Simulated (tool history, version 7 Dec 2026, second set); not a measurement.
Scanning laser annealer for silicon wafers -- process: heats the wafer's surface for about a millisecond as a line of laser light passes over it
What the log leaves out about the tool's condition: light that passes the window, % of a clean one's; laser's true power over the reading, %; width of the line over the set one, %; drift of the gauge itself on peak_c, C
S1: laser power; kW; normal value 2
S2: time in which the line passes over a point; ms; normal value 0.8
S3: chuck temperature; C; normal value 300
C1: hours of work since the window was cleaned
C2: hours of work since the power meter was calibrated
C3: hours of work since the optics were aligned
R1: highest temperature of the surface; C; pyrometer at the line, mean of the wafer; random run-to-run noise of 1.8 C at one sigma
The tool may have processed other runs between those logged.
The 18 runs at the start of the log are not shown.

run,hour,S1,S2,S3,C1,C2,C3,R1
19,1237.9,2.154,0.74,339,376,3189,362,1099
20,1286.5,2.154,0.734,302,410,3223,396,1055
21,1334.4,1.986,0.636,295,444,3257,430,924
22,1403.9,2,0.657,300,493,3306,479,944
23,1485,2,0.657,306,550,3363,536,947
24,1569.3,1.72,0.846,309,609,3422,595,899
25,1620,1.72,0.846,309,645,3458,631,897
26,1679.6,1.794,0.664,309,687,3499,673,861
# hour 1708.2: window over the wafer cleaned
27,1740.7,2.069,0.563,300,23,3541,714,938
28,1782.6,1.821,0.966,300,52,3570,744,996
29,1831,1.967,0.853,300,86,3604,778,1022
30,1901,1.967,0.853,300,135,3654,827,1021
31,1949.2,2.054,0.696,306,169,3688,861,994

What if the next run were any one of these 5? Each begins from the tool's condition after run 31:
A,2028.8,2.056,0.955,306,225,3743,917,?
B,2028.8,1.899,0.676,306,225,3743,917,?
C,2028.8,1.795,0.8,300,225,3743,917,?
D,2028.8,2,0.8,285,225,3743,917,?
E,2028.8,1.709,0.882,300,225,3743,917,?

run,R1
A,1106
B,916
C,914
D,994
E,904
What these runs would have given with no unlogged condition in the tool:
run,R1
A,1145
B,946
C,944
D,1028
E,933

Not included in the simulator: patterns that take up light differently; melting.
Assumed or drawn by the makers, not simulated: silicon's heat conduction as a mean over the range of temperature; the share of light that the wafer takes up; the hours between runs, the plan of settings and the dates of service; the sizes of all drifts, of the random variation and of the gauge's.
